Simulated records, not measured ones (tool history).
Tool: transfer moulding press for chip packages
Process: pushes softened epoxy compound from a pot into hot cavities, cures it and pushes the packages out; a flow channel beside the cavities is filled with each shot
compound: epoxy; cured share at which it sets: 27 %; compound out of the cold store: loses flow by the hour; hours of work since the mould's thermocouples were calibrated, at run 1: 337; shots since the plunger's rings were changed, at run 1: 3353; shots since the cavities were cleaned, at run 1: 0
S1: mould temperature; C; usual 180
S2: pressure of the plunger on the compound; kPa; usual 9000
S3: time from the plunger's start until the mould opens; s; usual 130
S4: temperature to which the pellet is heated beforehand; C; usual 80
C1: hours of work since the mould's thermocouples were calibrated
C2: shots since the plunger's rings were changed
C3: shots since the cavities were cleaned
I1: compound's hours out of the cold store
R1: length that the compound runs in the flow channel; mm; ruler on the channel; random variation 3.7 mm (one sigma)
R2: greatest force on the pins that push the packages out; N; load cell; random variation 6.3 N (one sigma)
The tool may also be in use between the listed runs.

| run | hour | S1 | S2 | S3 | S4 | C1 | C2 | C3 | I1 | R1 | R2 |
|---|---|---|---|---|---|---|---|---|---|---|---|
| 1 | 0.0 | 180 | 9000 | 130 | 80 | 337 | 3353 | 0 | 26.0 | 586 | 259 |
|  | 54.2 | cavities cleaned with cleaning compound and waxed |
| 2 | 57.8 | 180 | 9000 | 130 | 80 | 374 | 3895 | 35 | 44.7 | 510 | 266 |
|  | 83.7 | plunger's sealing rings changed |
| 3 | 92.0 | 180 | 9000 | 130 | 80 | 395 | 81 | 341 | 22.7 | 629 | 411 |
|  | 111.1 | cavities cleaned with cleaning compound and waxed |
| 4 | 139.3 | 180 | 9000 | 130 | 80 | 425 | 522 | 272 | 34.2 | 578 | 367 |
|  | 167.3 | mould's thermocouples calibrated |
|  | 168.8 | cavities cleaned with cleaning compound and waxed |
| 5 | 175.7 | 180 | 9000 | 130 | 80 | 5 | 839 | 67 | 27.2 | 601 | 285 |
| 6 | 209.3 | 172 | 9000 | 130 | 80 | 27 | 1162 | 390 | 32.9 | 592 | 586 |
|  | 225.0 | cavities cleaned with cleaning compound and waxed |
| 7 | 257.5 | 180 | 9000 | 113 | 80 | 57 | 1612 | 313 | 33.2 | 569 | 475 |
|  | 281.0 | cavities cleaned with cleaning compound and waxed |
| 8 | 302.2 | 180 | 9000 | 113 | 80 | 86 | 2029 | 205 | 32.7 | 574 | 422 |
|  | 336.8 | cavities cleaned with cleaning compound and waxed |
| 9 | 360.2 | 180 | 10200 | 130 | 80 | 123 | 2573 | 226 | 12.2 | 686 | 362 |
|  | 392.1 | cavities cleaned with cleaning compound and waxed |
| 10 | 392.1 | 180 | 10200 | 130 | 80 | 143 | 2866 | 0 | 12.8 | 692 | 264 |
|  | 444.8 | cavities cleaned with cleaning compound and waxed |
| 11 | 447.3 | 180 | 10200 | 130 | 80 | 178 | 3383 | 24 | 29.4 | 603 | 273 |
| 12 | 494.4 | 180 | 10200 | 130 | 80 | 209 | 3837 | 478 | 45.7 | 532 | 413 |
|  | 499.6 | cavities cleaned with cleaning compound and waxed |
| 13 | 524.5 | 180 | 9000 | 131 | 80 | 228 | 4112 | 240 | 10.9 | 647 | 373 |
|  | 531.4 | plunger's sealing rings changed |
|  | 558.0 | cavities cleaned with cleaning compound and waxed |
| 14 | 574.5 | 180 | 9000 | 131 | 80 | 259 | 400 | 159 | 37.5 | 561 | 318 |
|  | 610.8 | cavities cleaned with cleaning compound and waxed |
| 15 | 633.9 | 178 | 9560 | 130 | 80 | 297 | 958 | 223 | 28.2 | 620 | 379 |
|  | 662.4 | cavities cleaned with cleaning compound and waxed |
| 16 | 667.2 | 188 | 9970 | 134 | 74 | 318 | 1264 | 45 | 29.9 | 603 | 227 |
|  | 715.1 | cavities cleaned with cleaning compound and waxed |
| 17 | 723.0 | 173 | 9960 | 134 | 76 | 353 | 1787 | 75 | 17.8 | 681 | 454 |
| 18 | 759.5 | 185 | 9960 | 134 | 76 | 377 | 2139 | 427 | 9.5 | 697 | 357 |
|  | 768.4 | cavities cleaned with cleaning compound and waxed |
| 19 | 807.3 | 185 | 9960 | 134 | 76 | 408 | 2585 | 375 | 15.9 | 668 | 341 |
|  | 820.4 | cavities cleaned with cleaning compound and waxed |
| 20 | 843.9 | 176 | 9000 | 130 | 80 | 431 | 2923 | 226 | 32.2 | 568 | 431 |
|  | 862.7 | mould's thermocouples calibrated |
|  | 877.5 | cavities cleaned with cleaning compound and waxed |
| 21 | 882.4 | 180 | 9000 | 137 | 78 | 12 | 3260 | 47 | 35.9 | 547 | 259 |
| 22 | 917.2 | 180 | 9000 | 137 | 78 | 35 | 3596 | 383 | 39.2 | 527 | 356 |
|  | 929.4 | cavities cleaned with cleaning compound and waxed |
| 23 | 955.9 | 180 | 9000 | 137 | 78 | 59 | 3954 | 256 | 34.2 | 541 | 320 |
|  | 976.7 | plunger's sealing rings changed |
|  | 986.2 | cavities cleaned with cleaning compound and waxed |
| 24 | 1000.7 | 184 | 9000 | 137 | 81 | 86 | 216 | 140 | 9.0 | 682 | 275 |
| 25 | 1030.6 | 184 | 9000 | 156 | 75 | 106 | 504 | 428 | 32.7 | 575 | 331 |
|  | 1039.9 | cavities cleaned with cleaning compound and waxed |
| 26 | 1077.5 | 184 | 9000 | 156 | 75 | 136 | 941 | 362 | 35.8 | 560 | 314 |
|  | 1096.3 | cavities cleaned with cleaning compound and waxed |
| 27 | 1124.8 | 175 | 9000 | 167 | 80 | 166 | 1383 | 275 | 13.0 | 674 | 337 |

Forecast each of these 4 alternatives for the next run:
|  | 1148.5 | cavities cleaned with cleaning compound and waxed |
| A | 1174.3 | 184 | 10620 | 167 | 80 | 198 | 1845 | 249 | 8.6 | ? | ? |
|  | 1148.5 | cavities cleaned with cleaning compound and waxed |
| B | 1174.3 | 180 | 9000 | 150 | 73 | 198 | 1845 | 249 | 45.5 | ? | ? |
|  | 1148.5 | cavities cleaned with cleaning compound and waxed |
| C | 1174.3 | 178 | 9000 | 130 | 71 | 198 | 1845 | 249 | 41.1 | ? | ? |
|  | 1148.5 | cavities cleaned with cleaning compound and waxed |
| D | 1174.3 | 181 | 6900 | 152 | 80 | 198 | 1845 | 249 | 41.6 | ? | ? |

| run | R1 | R2 |
|---|---|---|
| A | 728 | 300 |
| B | 518 | 308 |
| C | 537 | 390 |
| D | 465 | 321 |
Without the tool's hidden state the same runs would have given:
| run | R1 | R2 |
|---|---|---|
| A | 749 | 212 |
| B | 533 | 216 |
| C | 552 | 270 |
| D | 479 | 226 |

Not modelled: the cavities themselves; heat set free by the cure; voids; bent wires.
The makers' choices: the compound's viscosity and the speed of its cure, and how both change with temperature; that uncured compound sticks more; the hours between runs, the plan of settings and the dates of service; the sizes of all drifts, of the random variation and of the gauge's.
